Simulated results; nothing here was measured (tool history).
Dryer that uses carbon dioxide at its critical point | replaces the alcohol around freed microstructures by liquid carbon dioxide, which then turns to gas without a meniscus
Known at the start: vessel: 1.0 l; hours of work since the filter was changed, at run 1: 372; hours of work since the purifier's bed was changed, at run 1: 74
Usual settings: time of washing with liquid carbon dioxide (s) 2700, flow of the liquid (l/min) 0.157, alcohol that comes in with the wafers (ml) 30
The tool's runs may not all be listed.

run   hour  time of washing with liquid carbon dioxide (s)  flow of the liquid (l/min)  alcohol that comes in with the wafers (ml)  hours of work since the filter was changed  hours of work since the purifier's bed was changed  alcohol left in the vessel before it's heated (ppm by volume)
  1    0.0                                            2700                       0.157                                          30                                         372                                                  74                                                            167
  2   15.4                                            2700                       0.157                                          30                                         378                                                  80                                                            176
  3   28.6                                            2700                       0.157                                          30                                         382                                                  85                                                            184
  4   48.8                                            2700                       0.157                                          26                                         390                                                  92                                                            151
  5   60.6                                            2700                       0.157                                          30                                         394                                                  97                                                            172
  6   78.7                                            2700                       0.157                                          52                                         401                                                 103                                                            288
  7   92.3                                            2700                       0.157                                          52                                         406                                                 108                                                            288
  8  114.3                                            2700                       0.219                                          30                                         414                                                 116                                                             49
  9  132.9                                            2700                       0.125                                          30                                         421                                                 123                                                            535
 10  146.2                                            2700                       0.187                                          61                                         425                                                 128                                                            144
 11  157.7                                            4260                       0.224                                          73                                         430                                                 132                                                             29
 12  172.6                                            4260                       0.224                                          73                                         435                                                 138                                                             44
 13  189.0                                            4140                       0.112                                          21                                         441                                                 144                                                            128
 14  208.5                                            4140                       0.112                                          21                                         448                                                 151                                                            125
 15  220.0                                            2040                       0.174                                          28                                         452                                                 155                                                            384
 16  239.5                                            2460                       0.174                                         112                                         460                                                 162                                                            594
 17  254.0                                            1800                       0.174                                         112                                         465                                                 167                                                           2453

5 ways to go on from here, each from the tool as it stands after run 17. What would each give?
  A  266.9                                            1680                       0.208                                         112                                         470                                                 172                                                              ?
  B  266.9                                            1680                       0.157                                          28                                         470                                                 172                                                              ?
  C  266.9                                            2700                       0.225                                         108                                         470                                                 172                                                              ?
  D  266.9                                            3360                       0.111                                          31                                         470                                                 172                                                              ?
  E  266.9                                            2580                       0.140                                          40                                         470                                                 172                                                              ?

run  alcohol left in the vessel before it's heated (ppm by volume)
  A                                                           1411
  B                                                           1161
  C                                                             93
  D                                                            409
  E                                                            540
Without the tool's hidden state the same runs would have given:
run  alcohol left in the vessel before it's heated (ppm by volume)
  A                                                            838
  B                                                            786
  C                                                             27
  D                                                            228
  E                                                            310
